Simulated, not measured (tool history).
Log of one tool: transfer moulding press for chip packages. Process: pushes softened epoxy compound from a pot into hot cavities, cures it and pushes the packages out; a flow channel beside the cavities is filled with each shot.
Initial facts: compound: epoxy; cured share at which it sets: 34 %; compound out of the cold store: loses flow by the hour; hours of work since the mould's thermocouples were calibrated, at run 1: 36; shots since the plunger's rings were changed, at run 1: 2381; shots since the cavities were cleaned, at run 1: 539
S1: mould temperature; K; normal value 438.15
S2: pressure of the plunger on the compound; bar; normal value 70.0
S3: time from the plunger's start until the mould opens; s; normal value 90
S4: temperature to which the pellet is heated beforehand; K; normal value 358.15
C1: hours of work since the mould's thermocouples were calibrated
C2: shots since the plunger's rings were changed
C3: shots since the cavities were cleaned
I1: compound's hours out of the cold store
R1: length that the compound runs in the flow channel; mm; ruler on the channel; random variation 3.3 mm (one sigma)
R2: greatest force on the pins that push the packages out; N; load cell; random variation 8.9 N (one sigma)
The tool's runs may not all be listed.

run    hour      S1    S2   S3      S4   C1    C2   C3    I1   R1    R2
  1     0.0  438.15  70.0   90  358.15   36  2381  539  27.8  881   691
       25.3  -- cavities cleaned with cleaning compound and waxed
  2    56.5  438.15  70.0   90  358.15   76  3234  484  17.3  897   943
       81.3  -- cavities cleaned with cleaning compound and waxed
      143.2  -- cavities cleaned with cleaning compound and waxed
  3   143.8  438.15  70.0   90  364.15  139  4544   10  47.8  785   408
      153.0  -- plunger's sealing rings changed
  4   196.3  438.15  70.0  104  358.15  176   673  786  39.9  868   658
      202.4  -- cavities cleaned with cleaning compound and waxed
      258.2  -- cavities cleaned with cleaning compound and waxed
  5   290.4  438.15  70.0  104  358.15  243  2087  500  24.4  887   578
      317.2  -- cavities cleaned with cleaning compound and waxed
  6   341.3  438.15  70.0  104  358.15  280  2854  374  43.4  818   572
      375.0  -- cavities cleaned with cleaning compound and waxed
  7   427.6  438.15  70.0   90  358.15  343  4171  817  23.9  857   766
      437.3  -- cavities cleaned with cleaning compound and waxed
      462.5  -- plunger's sealing rings changed
      494.0  -- cavities cleaned with cleaning compound and waxed, once more
  8   499.2  438.15  70.0   90  358.15  392   546   81  12.6  952   494
      548.7  -- cavities cleaned with cleaning compound and waxed
  9   565.4  437.15  70.0   90  358.15  440  1551  260   9.6  946   601
      604.5  -- cavities cleaned with cleaning compound and waxed
 10   619.9  437.15  70.0   90  358.15  479  2372  237  42.7  832   625
      666.1  -- cavities cleaned with cleaning compound and waxed
 11   672.7  437.15  70.0   90  358.15  517  3170  103  12.6  914   515
      723.2  -- cavities cleaned with cleaning compound and waxed
 12   728.0  437.15  70.0   90  358.15  557  4005   75   9.9  903   516
      772.6  -- plunger's sealing rings changed
      782.5  -- cavities cleaned with cleaning compound and waxed
 13   806.6  442.15  74.7  122  349.15  612   505  374  42.6  884   525
      837.9  -- cavities cleaned with cleaning compound and waxed
 14   864.1  438.15  70.0   81  358.15  654  1374  407  43.4  845   767
      894.6  -- cavities cleaned with cleaning compound and waxed
 15   922.4  438.15  66.3   79  358.15  696  2256  432  13.9  897   891
      950.1  -- mould's thermocouples calibrated
      951.6  -- cavities cleaned with cleaning compound and waxed
 16   994.2  443.15  74.3   75  357.15   32  3316  662  43.0  838   784
     1010.9  -- cavities cleaned with cleaning compound and waxed
 17  1057.1  435.15  70.0   97  358.15   77  4270  718  21.8  870   759
     1067.6  -- cavities cleaned with cleaning compound and waxed
     1083.6  -- plunger's sealing rings changed
     1126.9  -- cavities cleaned with cleaning compound and waxed
 18  1150.3  430.15  60.5   74  358.15  142  1012  363   8.4  902  1660
     1183.0  -- cavities cleaned with cleaning compound and waxed
 19  1222.0  430.15  60.5   74  358.15  194  2103  606  32.7  813  1713
     1242.3  -- cavities cleaned with cleaning compound and waxed
 20  1266.4  435.15  70.0   90  353.15  226  2769  375  24.2  886   781
     1297.8  -- cavities cleaned with cleaning compound and waxed
 21  1317.0  435.15  61.3   95  353.15  262  3531  297  10.5  857   650
     1354.7  -- cavities cleaned with cleaning compound and waxed
 22  1365.1  435.15  61.3   95  353.15  297  4254  161  30.9  792   555
     1396.5  -- plunger's sealing rings changed
     1414.7  -- cavities cleaned with cleaning compound and waxed
 23  1434.8  438.15  70.0   90  367.15  345   571  312  15.4  937   580
     1474.5  -- cavities cleaned with cleaning compound and waxed
 24  1504.5  438.15  70.0  130  367.15  396  1630  466  10.0  942   557

4 options for the next run, each taken on its own from the tool as it stands now. Forecast them:
     1531.3  -- cavities cleaned with cleaning compound and waxed
  A  1548.0  438.15  70.0   93  367.15  427  2282  259  10.3   ?   ?
     1531.3  -- cavities cleaned with cleaning compound and waxed
  B  1548.0  430.15  64.3  128  358.15  427  2282  259   8.8   ?   ?
     1531.3  -- cavities cleaned with cleaning compound and waxed
  C  1548.0  433.15  75.6   71  367.15  427  2282  259  12.2   ?   ?
     1531.3  -- cavities cleaned with cleaning compound and waxed
  D  1548.0  438.15  70.0   90  365.15  427  2282  259  43.7   ?   ?

run   R1    R2
  A  931   586
  B  906   533
  C  959  1358
  D  827   573
Take away the tool's hidden state, keep each run's random variation, and the runs would have read:
run   R1   R2
  A  969  395
  B  943  362
  C  998  901
  D  861  387
